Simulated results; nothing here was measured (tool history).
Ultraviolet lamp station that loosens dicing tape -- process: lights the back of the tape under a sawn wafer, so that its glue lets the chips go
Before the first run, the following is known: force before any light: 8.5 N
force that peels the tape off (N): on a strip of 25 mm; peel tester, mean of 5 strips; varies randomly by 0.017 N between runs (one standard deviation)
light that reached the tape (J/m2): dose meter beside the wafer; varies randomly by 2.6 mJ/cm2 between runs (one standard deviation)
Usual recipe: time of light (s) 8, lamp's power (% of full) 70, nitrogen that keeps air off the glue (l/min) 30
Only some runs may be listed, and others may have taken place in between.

run	hour	time of light (s)	lamp's power (% of full)	nitrogen that keeps air off the glue (l/min)	force that peels the tape off (N)	light that reached the tape (J/m2)
1	0.0	8	70	30	1.096	2750
2	13.8	8	70	30	1.144	2670
3	21.3	8	66	30	1.272	2530
4	32.9	8	66	30	1.322	2490
5	41.8	6	70	30	1.936	1970
6	48.2	6	70	30	1.902	1980
7	60.6	6	70	30	1.889	1970
8	70.7	8	70	30	1.158	2630
9	84.5	8	88	30	0.728	3350
10	92.8	8	88	30	0.736	3270
11	105.9	8	81	30	0.911	2980
12	118.9	8	70	30	1.216	2570
13	127.4	15	70	30	0.265	4820
14	138.6	8	70	41	0.986	2550
15	148.0	8	70	41	1.014	2560
16	155.3	8	70	41	1.029	2550
17	162.3	8	70	41	1.018	2550
18	169.3	8	70	30	1.283	2500
19	178.5	8	70	30	1.199	2520
20	192.4	8	70	41	1.033	2530
21	199.9	8	70	41	1.092	2510
22	206.6	5	70	30	2.589	1580
23	216.1	5	70	30	2.604	1540
24	223.2	4	91	21	2.937	1650
25	234.8	16	83	21	0.238	5900
26	248.2	16	83	21	0.234	5840
27	258.1	8	62	57	1.115	2180
28	264.7	8	62	18	2.163	2160
29	274.0	10	70	30	0.868	3070
30	280.3	10	70	10	1.876	3080
31	286.4	10	70	10	1.815	3020
32	300.0	10	67	24	1.157	2920
33	312.3	5	93	11	2.931	1990
34	321.6	8	66	22	1.774	2280
35	332.1	8	66	12	2.684	2200
36	341.2	10	66	47	0.782	2850
37	348.7	10	66	47	0.775	2780
38	359.1	16	86	51	0.118	5780
39	368.7	6	72	14	2.965	1790
40	377.0	8	82	30	1.081	2760
41	385.0	8	82	30	1.109	2750
42	398.6	8	88	14	1.563	2930
43	408.4	8	84	30	1.073	2780
44	415.0	8	84	30	0.983	2710
45	425.2	8	84	30	1.079	2790

Results per run with the tool's hidden condition removed, run-to-run variation unchanged:
Hidden state present: lamp's light, % of a new lamp's; light that the window lets through, % of a clean one's; drift of the gauge itself on peel_n, %; drift of the gauge itself on dose_mj_cm2, %.
run	force that peels the tape off (N)	light that reached the tape (J/m2)
1	0.782	3230
2	0.810	3150
3	0.910	3000
4	0.938	2970
5	1.455	2360
6	1.427	2370
7	1.407	2370
8	0.785	3170
9	0.455	4060
10	0.455	3980
11	0.575	3650
12	0.799	3160
13	0.153	5930
14	0.619	3160
15	0.631	3180
16	0.637	3170
17	0.627	3180
18	0.818	3130
19	0.757	3160
20	0.621	3190
21	0.654	3180
22	1.894	2000
23	1.897	1960
24	2.190	2100
25	0.134	7560
26	0.129	7520
27	0.641	2820
28	1.461	2800
29	0.468	3980
30	1.203	4000
31	1.158	3940
32	0.645	3830
33	2.110	2630
34	1.097	3010
35	1.818	2940
36	0.387	3780
37	0.378	3720
38	0.084	7760
39	2.080	2420
40	0.550	3720
41	0.560	3720
42	0.877	3980
43	0.535	3790
44	0.485	3730
45	0.527	3830
